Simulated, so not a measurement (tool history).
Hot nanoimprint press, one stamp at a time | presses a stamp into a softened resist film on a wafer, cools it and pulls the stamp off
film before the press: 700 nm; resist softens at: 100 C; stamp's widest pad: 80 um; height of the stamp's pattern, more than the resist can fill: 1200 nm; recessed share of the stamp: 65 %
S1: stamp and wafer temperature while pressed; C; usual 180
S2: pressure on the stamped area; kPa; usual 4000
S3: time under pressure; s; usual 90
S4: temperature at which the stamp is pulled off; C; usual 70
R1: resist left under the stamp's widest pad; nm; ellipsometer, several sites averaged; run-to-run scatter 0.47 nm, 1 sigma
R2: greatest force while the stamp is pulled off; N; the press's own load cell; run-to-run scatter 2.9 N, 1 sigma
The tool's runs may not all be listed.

| run | day | S1 | S2 | S3 | S4 | R1 | R2 |
|---|---|---|---|---|---|---|---|
| 1 | 0.000 | 180 | 4000 | 90 | 70 | 249.1 | 165 |
| 2 | 0.317 | 180 | 4000 | 90 | 70 | 248.3 | 162 |
| 3 | 0.662 | 180 | 4000 | 90 | 70 | 248.8 | 166 |
| 4 | 1.267 | 180 | 4000 | 90 | 70 | 247.9 | 166 |
| 5 | 1.733 | 180 | 4000 | 90 | 70 | 248.1 | 163 |
| 6 | 2.258 | 180 | 4000 | 90 | 70 | 248.6 | 159 |
| 7 | 2.779 | 180 | 4000 | 90 | 70 | 249.6 | 165 |
| 8 | 3.246 | 180 | 4000 | 90 | 70 | 249.1 | 162 |
| 9 | 4.017 | 180 | 4000 | 90 | 70 | 248.3 | 166 |
| 10 | 4.429 | 180 | 4000 | 90 | 70 | 249.5 | 159 |
| 11 | 4.808 | 180 | 2950 | 90 | 70 | 285.0 | 169 |
| 12 | 5.275 | 180 | 4000 | 50 | 70 | 316.0 | 165 |
| 13 | 5.550 | 180 | 5890 | 90 | 70 | 207.1 | 167 |
| 14 | 5.838 | 180 | 5890 | 90 | 70 | 207.7 | 160 |
| 15 | 6.150 | 180 | 5890 | 90 | 70 | 207.6 | 167 |
| 16 | 6.754 | 180 | 5890 | 90 | 70 | 206.7 | 165 |
| 17 | 7.217 | 180 | 4110 | 90 | 68 | 245.7 | 170 |
| 18 | 7.629 | 176 | 3820 | 178 | 63 | 218.8 | 182 |
| 19 | 7.896 | 188 | 3640 | 166 | 74 | 151.1 | 154 |
| 20 | 8.504 | 174 | 4000 | 116 | 72 | 275.2 | 159 |
| 21 | 8.904 | 180 | 3740 | 90 | 57 | 256.4 | 200 |
| 22 | 9.388 | 180 | 3740 | 90 | 57 | 256.6 | 202 |
| 23 | 9.729 | 187 | 2810 | 108 | 65 | 215.3 | 180 |
| 24 | 10.196 | 175 | 5260 | 100 | 70 | 249.9 | 160 |
| 25 | 10.500 | 175 | 5260 | 100 | 70 | 250.2 | 165 |
| 26 | 10.954 | 175 | 2520 | 175 | 70 | 275.7 | 163 |
| 27 | 11.338 | 180 | 4460 | 57 | 70 | 285.8 | 157 |
| 28 | 11.725 | 180 | 3160 | 112 | 70 | 252.8 | 161 |
| 29 | 12.050 | 184 | 3160 | 112 | 66 | 221.3 | 174 |

Not shown here: 1 entry made in the log between runs. Locate each between two listed runs and compare the hidden state at the listed run before it with the hidden state at the listed run after it:
Between runs 8 and 9: stamp cleaned and given a new release coat (day 4.017)
  pressure that arrives at the usual setting, %: 99.99 -> 99.98; grip of the stamp's worn release coat, % over a new coat's: 0.5 -> 0

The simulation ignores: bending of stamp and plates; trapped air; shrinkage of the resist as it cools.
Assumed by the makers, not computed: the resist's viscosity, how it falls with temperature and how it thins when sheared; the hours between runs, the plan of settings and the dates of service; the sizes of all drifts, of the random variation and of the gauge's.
